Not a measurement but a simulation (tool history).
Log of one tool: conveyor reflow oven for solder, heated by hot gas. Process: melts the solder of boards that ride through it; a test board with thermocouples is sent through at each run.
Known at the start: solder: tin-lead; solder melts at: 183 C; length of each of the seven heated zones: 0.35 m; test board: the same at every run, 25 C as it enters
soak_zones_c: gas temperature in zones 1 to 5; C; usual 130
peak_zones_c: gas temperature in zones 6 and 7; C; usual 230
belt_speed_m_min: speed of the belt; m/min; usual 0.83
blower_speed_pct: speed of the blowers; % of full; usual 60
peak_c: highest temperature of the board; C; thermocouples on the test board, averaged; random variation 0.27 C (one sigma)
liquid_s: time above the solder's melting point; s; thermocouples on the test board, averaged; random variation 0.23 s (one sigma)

{"run": 1, "day": 0.0, "soak_zones_c": 130, "peak_zones_c": 230, "belt_speed_m_min": 0.83, "blower_speed_pct": 60, "peak_c": 209.2, "liquid_s": 31.3}
{"run": 2, "day": 0.938, "soak_zones_c": 130, "peak_zones_c": 230, "belt_speed_m_min": 0.83, "blower_speed_pct": 60, "peak_c": 209, "liquid_s": 31}
{"run": 3, "day": 2.217, "soak_zones_c": 130, "peak_zones_c": 230, "belt_speed_m_min": 0.83, "blower_speed_pct": 60, "peak_c": 209.4, "liquid_s": 31}
{"day": 3.312, "done": "belt drive overhauled, speed set with a stopwatch"}
{"run": 4, "day": 4.054, "soak_zones_c": 130, "peak_zones_c": 230, "belt_speed_m_min": 0.83, "blower_speed_pct": 60, "peak_c": 209.3, "liquid_s": 31.3}
{"run": 5, "day": 5.95, "soak_zones_c": 130, "peak_zones_c": 230, "belt_speed_m_min": 0.878, "blower_speed_pct": 60, "peak_c": 207.4, "liquid_s": 27.4}
{"day": 6.292, "done": "flux residue cleaned out of gas plates and filters"}
{"run": 6, "day": 6.983, "soak_zones_c": 130, "peak_zones_c": 230, "belt_speed_m_min": 0.878, "blower_speed_pct": 60, "peak_c": 207.6, "liquid_s": 28}
{"run": 7, "day": 8.896, "soak_zones_c": 130, "peak_zones_c": 230, "belt_speed_m_min": 0.83, "blower_speed_pct": 60, "peak_c": 209.7, "liquid_s": 31.1}
{"run": 8, "day": 10.742, "soak_zones_c": 130, "peak_zones_c": 230, "belt_speed_m_min": 0.83, "blower_speed_pct": 60, "peak_c": 209.4, "liquid_s": 30.9}
{"run": 9, "day": 12.6, "soak_zones_c": 130, "peak_zones_c": 230, "belt_speed_m_min": 0.83, "blower_speed_pct": 88, "peak_c": 213.7, "liquid_s": 34.7}
{"run": 10, "day": 14.096, "soak_zones_c": 130, "peak_zones_c": 230, "belt_speed_m_min": 0.942, "blower_speed_pct": 60, "peak_c": 204.4, "liquid_s": 23.6}
{"run": 11, "day": 15.525, "soak_zones_c": 130, "peak_zones_c": 230, "belt_speed_m_min": 0.942, "blower_speed_pct": 60, "peak_c": 204.2, "liquid_s": 23.6}
{"run": 12, "day": 17.071, "soak_zones_c": 130, "peak_zones_c": 230, "belt_speed_m_min": 0.942, "blower_speed_pct": 60, "peak_c": 203.8, "liquid_s": 23.5}
{"run": 13, "day": 18.629, "soak_zones_c": 130, "peak_zones_c": 230, "belt_speed_m_min": 0.83, "blower_speed_pct": 60, "peak_c": 209.5, "liquid_s": 31}
{"run": 14, "day": 19.65, "soak_zones_c": 130, "peak_zones_c": 230, "belt_speed_m_min": 0.83, "blower_speed_pct": 60, "peak_c": 209.4, "liquid_s": 31.2}
{"run": 15, "day": 21.379, "soak_zones_c": 130, "peak_zones_c": 230, "belt_speed_m_min": 0.83, "blower_speed_pct": 60, "peak_c": 209.6, "liquid_s": 31.4}
{"run": 16, "day": 22.562, "soak_zones_c": 142, "peak_zones_c": 244, "belt_speed_m_min": 0.699, "blower_speed_pct": 63, "peak_c": 229.5, "liquid_s": 52.9}
{"run": 17, "day": 23.967, "soak_zones_c": 122, "peak_zones_c": 228, "belt_speed_m_min": 0.779, "blower_speed_pct": 82, "peak_c": 211.6, "liquid_s": 34.2}
{"run": 18, "day": 25.771, "soak_zones_c": 136, "peak_zones_c": 230, "belt_speed_m_min": 0.83, "blower_speed_pct": 86, "peak_c": 215, "liquid_s": 36.5}
{"run": 19, "day": 26.596, "soak_zones_c": 130, "peak_zones_c": 237, "belt_speed_m_min": 0.83, "blower_speed_pct": 52, "peak_c": 212.8, "liquid_s": 33.4}
{"run": 20, "day": 27.846, "soak_zones_c": 122, "peak_zones_c": 240, "belt_speed_m_min": 0.83, "blower_speed_pct": 83, "peak_c": 220.4, "liquid_s": 36.1}
{"run": 21, "day": 29.575, "soak_zones_c": 122, "peak_zones_c": 224, "belt_speed_m_min": 0.67, "blower_speed_pct": 75, "peak_c": 211.6, "liquid_s": 40.9}
{"day": 30.308, "done": "flux residue cleaned out of gas plates and filters"}
{"run": 22, "day": 30.646, "soak_zones_c": 128, "peak_zones_c": 231, "belt_speed_m_min": 0.732, "blower_speed_pct": 90, "peak_c": 218.3, "liquid_s": 42.3}
{"run": 23, "day": 31.738, "soak_zones_c": 128, "peak_zones_c": 231, "belt_speed_m_min": 0.732, "blower_speed_pct": 90, "peak_c": 218.7, "liquid_s": 42.5}
{"run": 24, "day": 33.696, "soak_zones_c": 126, "peak_zones_c": 222, "belt_speed_m_min": 0.732, "blower_speed_pct": 90, "peak_c": 210, "liquid_s": 37.1}
{"run": 25, "day": 35.233, "soak_zones_c": 126, "peak_zones_c": 222, "belt_speed_m_min": 0.732, "blower_speed_pct": 90, "peak_c": 210.3, "liquid_s": 36.9}
{"run": 26, "day": 36.104, "soak_zones_c": 126, "peak_zones_c": 222, "belt_speed_m_min": 0.732, "blower_speed_pct": 90, "peak_c": 209.4, "liquid_s": 37}
{"run": 27, "day": 37.217, "soak_zones_c": 143, "peak_zones_c": 223, "belt_speed_m_min": 0.716, "blower_speed_pct": 60, "peak_c": 210.4, "liquid_s": 41.9}
{"run": 28, "day": 38.162, "soak_zones_c": 130, "peak_zones_c": 230, "belt_speed_m_min": 0.83, "blower_speed_pct": 60, "peak_c": 209.9, "liquid_s": 31}

Run 29 comes next. What will it give?
{"run": 29, "day": 39.071, "soak_zones_c": 121, "peak_zones_c": 234, "belt_speed_m_min": 0.942, "blower_speed_pct": 52, "peak_c": "?", "liquid_s": "?"}

{"run 29": {"peak_c": 203.2, "liquid_s": 21.3}}
Without the tool's hidden state the same run would have given peak_c 203.2 C, liquid_s 21.3 s.
